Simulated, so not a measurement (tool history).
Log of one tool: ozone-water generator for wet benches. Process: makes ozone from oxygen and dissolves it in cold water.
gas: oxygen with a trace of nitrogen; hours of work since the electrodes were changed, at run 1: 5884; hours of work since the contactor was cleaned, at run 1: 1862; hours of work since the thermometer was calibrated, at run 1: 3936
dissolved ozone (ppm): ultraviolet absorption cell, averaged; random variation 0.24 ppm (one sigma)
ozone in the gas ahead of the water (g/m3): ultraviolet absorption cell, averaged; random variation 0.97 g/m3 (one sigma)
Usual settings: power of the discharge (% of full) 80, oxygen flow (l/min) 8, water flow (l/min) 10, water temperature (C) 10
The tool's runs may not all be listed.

| run | hour | power of the discharge (% of full) | oxygen flow (l/min) | water flow (l/min) | water temperature (C) | hours of work since the electrodes were changed | hours of work since the contactor was cleaned | hours of work since the thermometer was calibrated | dissolved ozone (ppm) | ozone in the gas ahead of the water (g/m3) |
|---|---|---|---|---|---|---|---|---|---|---|
| 1 | 0 | 80 | 8 | 10 | 10 | 5884 | 1862 | 3936 | 28.3 | 135.2 |
|  | 60.4 | water thermometer calibrated |
| 2 | 91.6 | 80 | 8 | 8 | 10 | 5958 | 1936 | 25 | 31.7 | 136.7 |
|  | 236.6 | electrodes of the discharge changed |
| 3 | 266.6 | 80 | 8 | 8 | 10 | 24 | 2073 | 162 | 38.5 | 165.1 |
| 4 | 402.2 | 80 | 8 | 8 | 10 | 134 | 2183 | 272 | 38.8 | 164.4 |
| 5 | 501.7 | 80 | 8 | 8 | 10 | 215 | 2263 | 353 | 38.2 | 163.9 |
| 6 | 631.7 | 80 | 8 | 10 | 12 | 321 | 2369 | 459 | 32.8 | 164.6 |
|  | 720.6 | contactor cleaned |
| 7 | 734.4 | 80 | 8 | 10 | 12 | 401 | 11 | 539 | 31.7 | 164.6 |
| 8 | 910.7 | 80 | 8 | 10 | 12 | 544 | 154 | 682 | 31.6 | 164.8 |
| 9 | 1056 | 80 | 8 | 10 | 10 | 662 | 272 | 800 | 32.8 | 162.3 |
| 10 | 1152.6 | 80 | 8 | 10 | 10 | 740 | 350 | 878 | 32.2 | 162.4 |
| 11 | 1239.5 | 80 | 8 | 10 | 10 | 810 | 421 | 949 | 32.6 | 160.5 |
| 12 | 1360.9 | 80 | 8 | 10 | 10 | 909 | 520 | 1047 | 32.1 | 159.7 |
|  | 1404.8 | contactor cleaned, once more |
| 13 | 1472.3 | 80 | 8 | 10 | 10 | 996 | 55 | 1134 | 34.9 | 160.8 |
| 14 | 1601.9 | 80 | 8 | 10 | 10 | 1101 | 160 | 1239 | 34.6 | 160.5 |
| 15 | 1795.1 | 80 | 8 | 10 | 6 | 1258 | 317 | 1396 | 37.1 | 158.2 |
| 16 | 1912.3 | 72 | 11.42 | 12 | 13 | 1353 | 412 | 1491 | 26.6 | 128 |
| 17 | 1990.2 | 73 | 10.9 | 6 | 9 | 1416 | 475 | 1554 | 38.7 | 131.9 |
| 18 | 2179.4 | 52 | 8.64 | 10 | 14 | 1570 | 628 | 1708 | 23.6 | 116.4 |
| 19 | 2310.2 | 52 | 8.64 | 10 | 14 | 1676 | 735 | 1814 | 23.4 | 116.3 |
| 20 | 2426.6 | 52 | 8.64 | 10 | 14 | 1770 | 829 | 1908 | 22.8 | 114.1 |
| 21 | 2533.2 | 52 | 8.64 | 10 | 14 | 1857 | 915 | 1995 | 22.9 | 115.8 |
| 22 | 2707.4 | 85 | 9.63 | 6 | 8 | 1998 | 1057 | 2136 | 43.7 | 149.6 |
| 23 | 2791.3 | 47 | 7.49 | 8 | 12 | 2066 | 1125 | 2204 | 25.2 | 113.2 |
| 24 | 2960.3 | 47 | 7.49 | 10 | 12 | 2203 | 1262 | 2341 | 22.6 | 113.5 |
| 25 | 3088.6 | 80 | 13.97 | 10 | 6 | 2307 | 1366 | 2446 | 33.5 | 123.2 |
| 26 | 3247.3 | 80 | 5.34 | 6 | 10 | 2436 | 1495 | 2574 | 42.7 | 182.7 |

Forecast each of these 3 alternatives for the next run:
| A | 3336 | 97 | 9.58 | 10 | 10 | 2508 | 1567 | 2646 | ? | ? |
| B | 3336 | 50 | 5.34 | 6 | 8 | 2508 | 1567 | 2646 | ? | ? |
| C | 3336 | 80 | 5.34 | 6 | 8 | 2508 | 1567 | 2646 | ? | ? |

| run | dissolved ozone (ppm) | ozone in the gas ahead of the water (g/m3) |
|---|---|---|
| A | 35.7 | 159.8 |
| B | 33.4 | 134.2 |
| C | 45 | 181.6 |
Without the tool's hidden state the same runs would have given:
| run | dissolved ozone (ppm) | ozone in the gas ahead of the water (g/m3) |
|---|---|---|
| A | 40.4 | 174.8 |
| B | 36.4 | 142.1 |
| C | 50.2 | 196.8 |
